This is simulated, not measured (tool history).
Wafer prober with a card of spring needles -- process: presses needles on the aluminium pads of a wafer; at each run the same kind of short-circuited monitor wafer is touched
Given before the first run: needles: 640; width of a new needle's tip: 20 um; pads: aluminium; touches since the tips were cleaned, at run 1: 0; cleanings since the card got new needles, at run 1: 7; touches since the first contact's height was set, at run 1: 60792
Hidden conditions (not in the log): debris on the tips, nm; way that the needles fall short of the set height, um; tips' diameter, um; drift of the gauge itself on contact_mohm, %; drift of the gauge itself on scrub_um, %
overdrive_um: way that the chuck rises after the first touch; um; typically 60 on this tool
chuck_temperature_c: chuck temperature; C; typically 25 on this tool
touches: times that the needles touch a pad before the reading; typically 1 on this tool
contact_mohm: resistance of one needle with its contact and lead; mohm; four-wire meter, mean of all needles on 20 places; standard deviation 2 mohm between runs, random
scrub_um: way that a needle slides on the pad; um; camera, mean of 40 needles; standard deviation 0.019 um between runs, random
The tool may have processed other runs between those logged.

run	hour	overdrive_um	chuck_temperature_c	touches	touches since the tips were cleaned	cleanings since the card got new needles	touches since the first contact's height was set	contact_mohm	scrub_um
1	0.0	60	25	1	0	7	60792	221	11.64
2	7.2	45	25	1	4291	7	65083	506	8.74
# hour 12.9: tips cleaned on abrasive film
3	13.6	60	25	1	447	8	68842	252	11.64
4	21.6	60	25	1	5198	8	73593	402	11.63
# hour 25.9: tips cleaned on abrasive film
5	29.2	43	25	1	1945	9	78008	417	8.31
6	34.3	43	25	1	5007	9	81070	572	8.30
# hour 38.6: tips cleaned on abrasive film
7	38.6	60	36	1	0	10	83593	237	11.64
8	43.5	60	36	1	2888	10	86481	360	11.63
9	48.5	60	36	1	5877	10	89470	424	11.62
# hour 51.7: tips cleaned on abrasive film
10	55.5	60	25	1	2278	11	93566	338	11.62
11	59.8	60	25	1	4807	11	96095	397	11.60
# hour 64.8: tips cleaned on abrasive film
12	66.1	60	25	1	791	12	99832	275	11.58
13	75.0	60	25	1	6051	12	105092	420	11.60
# hour 78.1: tips cleaned on abrasive film
14	80.4	60	25	1	1377	13	108230	298	11.58
# hour 86.0: height of the first contact set anew
15	86.0	51	25	1	4542	13	0	455	9.97
# hour 91.4: tips cleaned on abrasive film
16	92.0	51	25	1	373	14	3512	273	9.93
17	98.9	60	25	1	4486	14	7625	387	11.70
# hour 104.5: tips cleaned on abrasive film
18	104.7	49	25	2	153	15	11018	246	9.53
19	112.0	58	25	1	4490	15	15355	402	11.32
# hour 117.8: tips cleaned on abrasive film
20	118.0	51	89	1	81	16	18837	272	9.94
21	123.5	51	89	1	3377	16	22133	430	9.94
22	129.7	51	89	1	7037	16	25793	501	9.95
# hour 131.1: tips cleaned on abrasive film
23	135.2	64	39	1	2407	17	28997	317	12.49
24	139.8	64	39	1	5142	17	31732	375	12.46
# hour 144.1: tips cleaned on abrasive film
25	149.6	75	26	2	3222	18	37500	268	14.61
26	154.8	70	68	1	6352	18	40630	364	13.60
# hour 157.4: tips cleaned on abrasive film
27	161.2	70	25	2	2281	19	44389	264	13.62
# hour 170.5: tips cleaned on abrasive film
28	170.9	70	25	2	253	20	50071	222	13.59
29	178.3	43	44	2	4631	20	54449	427	8.33
# hour 183.4: tips cleaned on abrasive film
30	187.0	63	54	1	2123	21	59596	327	12.22
31	192.4	63	54	1	5304	21	62777	393	12.23
# hour 196.3: tips cleaned on abrasive film
32	199.2	45	74	3	1735	22	66797	299	8.70
33	207.4	62	51	1	6603	22	71665	408	12.03

Alternative continuations, all from the tool just after run 33; predict every row:
# hour 209.6: tips cleaned on abrasive film
A	214.3	48	71	2	2797	23	75686	?	?
# hour 209.6: tips cleaned on abrasive film
B	214.3	60	109	1	2797	23	75686	?	?
# hour 209.6: tips cleaned on abrasive film
C	214.3	54	33	1	2797	23	75686	?	?

run	contact_mohm	scrub_um
A	350	9.29
B	363	11.60
C	382	10.45
Take away the tool's hidden state, keep each run's random variation, and the runs would have read:
run	contact_mohm	scrub_um
A	234	9.39
B	241	11.69
C	217	10.55

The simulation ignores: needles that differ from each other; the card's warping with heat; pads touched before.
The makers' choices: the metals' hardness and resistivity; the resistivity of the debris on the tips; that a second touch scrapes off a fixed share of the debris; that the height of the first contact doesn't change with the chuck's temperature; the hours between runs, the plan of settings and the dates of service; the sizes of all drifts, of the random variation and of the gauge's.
